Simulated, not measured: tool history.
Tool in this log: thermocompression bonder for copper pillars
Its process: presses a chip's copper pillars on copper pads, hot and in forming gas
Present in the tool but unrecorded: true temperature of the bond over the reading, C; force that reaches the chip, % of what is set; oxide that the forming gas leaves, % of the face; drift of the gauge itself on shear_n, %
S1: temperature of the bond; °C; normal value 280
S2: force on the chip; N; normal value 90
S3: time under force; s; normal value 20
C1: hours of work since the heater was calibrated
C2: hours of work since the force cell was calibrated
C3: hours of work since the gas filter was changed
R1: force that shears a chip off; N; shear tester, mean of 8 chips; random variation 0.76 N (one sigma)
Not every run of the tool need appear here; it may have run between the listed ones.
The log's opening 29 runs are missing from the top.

run   hour   S1   S2  S3   C1   C2   C3     R1
 30  300.6  302   85  31  301  148  326  111.0
 31  309.6  280   90  19  307  154  332   87.2
 32  316.1  287   85  20  311  158  336   90.6
 33  327.9  280   70  20  319  166  344   74.8
 34  340.2  280  104  11  327  174  352   85.0
 35  354.2  280  104  11  336  183  361   84.1
 36  363.7  280  104  11  342  189  367   85.4
 37  376.6  280  104  11  351  198  376   85.9
 38  386.6  280  104  11  357  204  382   83.7
 39  394.7  280  104  11  362  210  388   85.9

Alternative continuations, all from the tool just after run 39; predict every row:
  A  403.5  293  102  11  368  215  393   ?
  B  403.5  280   68  26  368  215  393   ?
  C  403.5  263  129  44  368  215  393   ?

run     R1
  A   93.1
  B   77.5
  C  115.9
The same runs, with their run-to-run variation unchanged, on a tool lacking any hidden condition would have given:
run     R1
  A   93.3
  B   77.6
  C  116.1
